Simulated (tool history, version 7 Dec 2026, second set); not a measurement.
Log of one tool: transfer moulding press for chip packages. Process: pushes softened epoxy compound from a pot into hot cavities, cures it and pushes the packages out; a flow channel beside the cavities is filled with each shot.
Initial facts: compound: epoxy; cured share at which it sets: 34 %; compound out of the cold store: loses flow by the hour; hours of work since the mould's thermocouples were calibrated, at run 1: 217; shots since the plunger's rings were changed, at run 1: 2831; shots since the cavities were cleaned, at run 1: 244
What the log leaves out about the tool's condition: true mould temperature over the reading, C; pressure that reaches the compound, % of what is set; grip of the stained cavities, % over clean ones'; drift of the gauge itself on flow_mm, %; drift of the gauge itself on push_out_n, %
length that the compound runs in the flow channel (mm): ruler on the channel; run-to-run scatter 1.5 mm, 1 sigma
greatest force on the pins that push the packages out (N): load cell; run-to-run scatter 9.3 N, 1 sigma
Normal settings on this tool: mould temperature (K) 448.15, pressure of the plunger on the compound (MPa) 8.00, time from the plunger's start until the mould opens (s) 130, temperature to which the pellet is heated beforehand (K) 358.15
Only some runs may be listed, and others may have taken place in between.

run	hour	mould temperature (K)	pressure of the plunger on the compound (MPa)	time from the plunger's start until the mould opens (s)	temperature to which the pellet is heated beforehand (K)	hours of work since the mould's thermocouples were calibrated	shots since the plunger's rings were changed	shots since the cavities were cleaned	incoming compound's hours out of the cold store	length that the compound runs in the flow channel (mm)	greatest force on the pins that push the packages out (N)
1	0.0	448.15	8.00	130	358.15	217	2831	244	16.1	528	617
2	9.3	448.15	8.00	130	358.15	222	2911	324	24.2	502	606
3	19.9	448.15	8.00	130	358.15	229	3002	415	14.1	536	671
# hour 27.3: cavities cleaned with cleaning compound and waxed
4	28.7	448.15	8.00	130	358.15	233	3064	13	9.9	546	446
5	36.9	448.15	9.33	130	358.15	238	3134	83	22.1	549	508
6	43.2	448.15	9.33	130	358.15	242	3187	136	26.0	532	520
7	53.6	448.15	9.33	130	358.15	248	3276	225	41.4	480	548
8	61.4	448.15	9.33	130	358.15	253	3343	292	36.3	499	584
9	66.8	448.15	8.00	130	358.15	256	3389	338	9.9	546	648
10	77.2	448.15	8.00	130	358.15	263	3477	426	21.5	507	657
# hour 83.3: cavities cleaned with cleaning compound and waxed
11	90.2	448.15	8.00	130	358.15	270	3576	59	11.3	539	476
12	100.9	448.15	8.00	130	367.15	276	3668	151	35.8	460	490
13	109.2	448.15	8.00	123	358.15	281	3739	222	35.3	463	585
14	117.8	448.15	8.00	145	358.15	286	3812	295	13.9	529	541
15	127.6	448.15	8.00	130	348.15	292	3895	378	32.9	468	664
# hour 138.5: cavities cleaned with cleaning compound and waxed
16	138.5	445.15	8.55	124	358.15	298	3976	0	13.8	559	543
17	143.3	442.15	6.21	124	358.15	301	4017	41	33.5	427	661
18	152.4	441.15	8.42	143	368.15	306	4094	118	26.2	528	642
19	162.4	441.15	8.42	143	368.15	312	4180	204	26.1	527	679
20	172.5	443.15	7.05	163	349.15	319	4266	290	34.8	449	567
21	181.9	443.15	7.05	163	349.15	324	4346	370	35.8	445	614
# hour 194.3: cavities cleaned with cleaning compound and waxed
22	194.5	443.15	7.05	163	349.15	331	4441	1	25.4	475	444
23	203.0	453.15	7.05	121	357.15	336	4513	73	33.8	419	446
24	213.0	448.15	6.95	130	358.15	342	4599	159	30.3	441	531
25	217.8	448.15	7.31	130	358.15	345	4640	200	29.0	455	546
26	224.2	448.15	6.36	140	358.15	349	4695	255	46.1	382	534
27	229.4	442.15	6.36	140	358.15	352	4739	299	36.9	424	697
28	239.7	442.15	8.48	130	349.15	358	4827	387	21.2	540	914
29	246.6	442.15	7.78	130	363.15	363	4886	446	35.9	469	884

Below are 3 alternative next runs, each starting from the tool's condition after run 29. Predict each:
# hour 250.0: cavities cleaned with cleaning compound and waxed
A	259.5	449.15	7.78	113	363.15	370	4984	82	24.8	?	?
# hour 250.0: cavities cleaned with cleaning compound and waxed
B	259.5	442.15	7.15	130	363.15	370	4984	82	41.9	?	?
# hour 250.0: cavities cleaned with cleaning compound and waxed
C	259.5	443.15	7.56	138	363.15	370	4984	82	18.2	?	?

run	length that the compound runs in the flow channel (mm)	greatest force on the pins that push the packages out (N)
A	478	537
B	435	657
C	517	597
What these runs would have given with no unlogged condition in the tool:
run	length that the compound runs in the flow channel (mm)	greatest force on the pins that push the packages out (N)
A	500	459
B	455	562
C	541	511
